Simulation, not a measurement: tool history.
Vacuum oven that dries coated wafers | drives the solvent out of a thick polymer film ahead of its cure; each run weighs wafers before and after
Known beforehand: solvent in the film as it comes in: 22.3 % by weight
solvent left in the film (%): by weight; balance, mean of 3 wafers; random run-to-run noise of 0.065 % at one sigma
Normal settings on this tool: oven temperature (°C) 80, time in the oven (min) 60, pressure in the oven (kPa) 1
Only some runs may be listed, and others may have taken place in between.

{"run": 1, "day": 0.0, "oven temperature (°C)": 80, "time in the oven (min)": 60, "pressure in the oven (kPa)": 1, "solvent left in the film (%)": 4.19}
{"run": 2, "day": 1.021, "oven temperature (°C)": 80, "time in the oven (min)": 60, "pressure in the oven (kPa)": 1, "solvent left in the film (%)": 4.3}
{"run": 3, "day": 1.992, "oven temperature (°C)": 80, "time in the oven (min)": 60, "pressure in the oven (kPa)": 1, "solvent left in the film (%)": 4.35}
{"run": 4, "day": 2.525, "oven temperature (°C)": 80, "time in the oven (min)": 60, "pressure in the oven (kPa)": 2.83, "solvent left in the film (%)": 6.63}
{"run": 5, "day": 2.979, "oven temperature (°C)": 80, "time in the oven (min)": 60, "pressure in the oven (kPa)": 2.83, "solvent left in the film (%)": 6.78}
{"run": 6, "day": 3.738, "oven temperature (°C)": 80, "time in the oven (min)": 60, "pressure in the oven (kPa)": 1, "solvent left in the film (%)": 4.16}
{"run": 7, "day": 4.638, "oven temperature (°C)": 80, "time in the oven (min)": 60, "pressure in the oven (kPa)": 1, "solvent left in the film (%)": 4.34}
{"run": 8, "day": 5.208, "oven temperature (°C)": 80, "time in the oven (min)": 60, "pressure in the oven (kPa)": 1, "solvent left in the film (%)": 4.33}
{"run": 9, "day": 6.083, "oven temperature (°C)": 80, "time in the oven (min)": 44, "pressure in the oven (kPa)": 1, "solvent left in the film (%)": 6.07}
{"run": 10, "day": 7.096, "oven temperature (°C)": 91, "time in the oven (min)": 60, "pressure in the oven (kPa)": 1, "solvent left in the film (%)": 1.21}
{"day": 7.217, "done": "vacuum gauge cleaned of residue and calibrated"}
{"run": 11, "day": 7.629, "oven temperature (°C)": 91, "time in the oven (min)": 60, "pressure in the oven (kPa)": 1, "solvent left in the film (%)": 1.35}
{"run": 12, "day": 8.521, "oven temperature (°C)": 80, "time in the oven (min)": 60, "pressure in the oven (kPa)": 1, "solvent left in the film (%)": 4.34}
{"run": 13, "day": 9.125, "oven temperature (°C)": 80, "time in the oven (min)": 60, "pressure in the oven (kPa)": 1, "solvent left in the film (%)": 4.41}
{"run": 14, "day": 9.979, "oven temperature (°C)": 80, "time in the oven (min)": 60, "pressure in the oven (kPa)": 1, "solvent left in the film (%)": 4.44}
{"run": 15, "day": 10.688, "oven temperature (°C)": 80, "time in the oven (min)": 60, "pressure in the oven (kPa)": 1, "solvent left in the film (%)": 4.32}
{"run": 16, "day": 11.138, "oven temperature (°C)": 66, "time in the oven (min)": 60, "pressure in the oven (kPa)": 1, "solvent left in the film (%)": 11.94}
{"day": 11.638, "done": "vacuum gauge cleaned of residue and calibrated, once more"}
{"run": 17, "day": 11.729, "oven temperature (°C)": 78, "time in the oven (min)": 34, "pressure in the oven (kPa)": 1, "solvent left in the film (%)": 8.58}
{"run": 18, "day": 12.729, "oven temperature (°C)": 78, "time in the oven (min)": 34, "pressure in the oven (kPa)": 1, "solvent left in the film (%)": 8.39}
{"run": 19, "day": 13.375, "oven temperature (°C)": 78, "time in the oven (min)": 34, "pressure in the oven (kPa)": 1, "solvent left in the film (%)": 8.62}
{"run": 20, "day": 14.292, "oven temperature (°C)": 92, "time in the oven (min)": 75, "pressure in the oven (kPa)": 0.68, "solvent left in the film (%)": 0.67}
{"run": 21, "day": 14.992, "oven temperature (°C)": 76, "time in the oven (min)": 75, "pressure in the oven (kPa)": 3.53, "solvent left in the film (%)": 9.09}
{"run": 22, "day": 16.0, "oven temperature (°C)": 90, "time in the oven (min)": 60, "pressure in the oven (kPa)": 1, "solvent left in the film (%)": 1.45}
{"run": 23, "day": 16.733, "oven temperature (°C)": 90, "time in the oven (min)": 89, "pressure in the oven (kPa)": 1.89, "solvent left in the film (%)": 2.08}
{"run": 24, "day": 17.325, "oven temperature (°C)": 78, "time in the oven (min)": 37, "pressure in the oven (kPa)": 2.87, "solvent left in the film (%)": 10.23}
{"run": 25, "day": 18.312, "oven temperature (°C)": 78, "time in the oven (min)": 37, "pressure in the oven (kPa)": 2.87, "solvent left in the film (%)": 10.54}
{"run": 26, "day": 18.888, "oven temperature (°C)": 78, "time in the oven (min)": 37, "pressure in the oven (kPa)": 2.87, "solvent left in the film (%)": 10.25}
{"run": 27, "day": 19.379, "oven temperature (°C)": 80, "time in the oven (min)": 60, "pressure in the oven (kPa)": 1.21, "solvent left in the film (%)": 4.69}
{"run": 28, "day": 19.925, "oven temperature (°C)": 84, "time in the oven (min)": 96, "pressure in the oven (kPa)": 1, "solvent left in the film (%)": 1.63}
{"run": 29, "day": 20.733, "oven temperature (°C)": 94, "time in the oven (min)": 33, "pressure in the oven (kPa)": 1, "solvent left in the film (%)": 1.96}
{"run": 30, "day": 21.246, "oven temperature (°C)": 86, "time in the oven (min)": 50, "pressure in the oven (kPa)": 3.8, "solvent left in the film (%)": 5.99}
{"run": 31, "day": 22.192, "oven temperature (°C)": 74, "time in the oven (min)": 64, "pressure in the oven (kPa)": 1.44, "solvent left in the film (%)": 7.79}
{"run": 32, "day": 22.646, "oven temperature (°C)": 74, "time in the oven (min)": 64, "pressure in the oven (kPa)": 1.44, "solvent left in the film (%)": 7.85}

For some of the steps in solvent left in the film (%) from one run to the next: how much would appear even if the tool had no hidden state, given the settings, what came in and random variation, and how much remains for the hidden state plus any gauge scatter that the measured result and the result without hidden state don't share?
Hidden state at play: true wafer temperature over the reading, C; true pressure over the reading, kPa; drift of the gauge itself on solvent_pct, %.
Run 19 -> 20: oven temperature (°C) 78 -> 92, time in the oven (min) 34 -> 75, pressure in the oven (kPa) 1 -> 0.68. solvent left in the film (%) -7.95: hidden state -0.2, all else -7.75.
Run 20 -> 21: oven temperature (°C) 92 -> 76, pressure in the oven (kPa) 0.68 -> 3.53. solvent left in the film (%) +8.42: hidden state +0.24, all else +8.18.
Run 23 -> 24: oven temperature (°C) 90 -> 78, time in the oven (min) 89 -> 37, pressure in the oven (kPa) 1.89 -> 2.87. solvent left in the film (%) +8.15: hidden state +0.21, all else +7.94.

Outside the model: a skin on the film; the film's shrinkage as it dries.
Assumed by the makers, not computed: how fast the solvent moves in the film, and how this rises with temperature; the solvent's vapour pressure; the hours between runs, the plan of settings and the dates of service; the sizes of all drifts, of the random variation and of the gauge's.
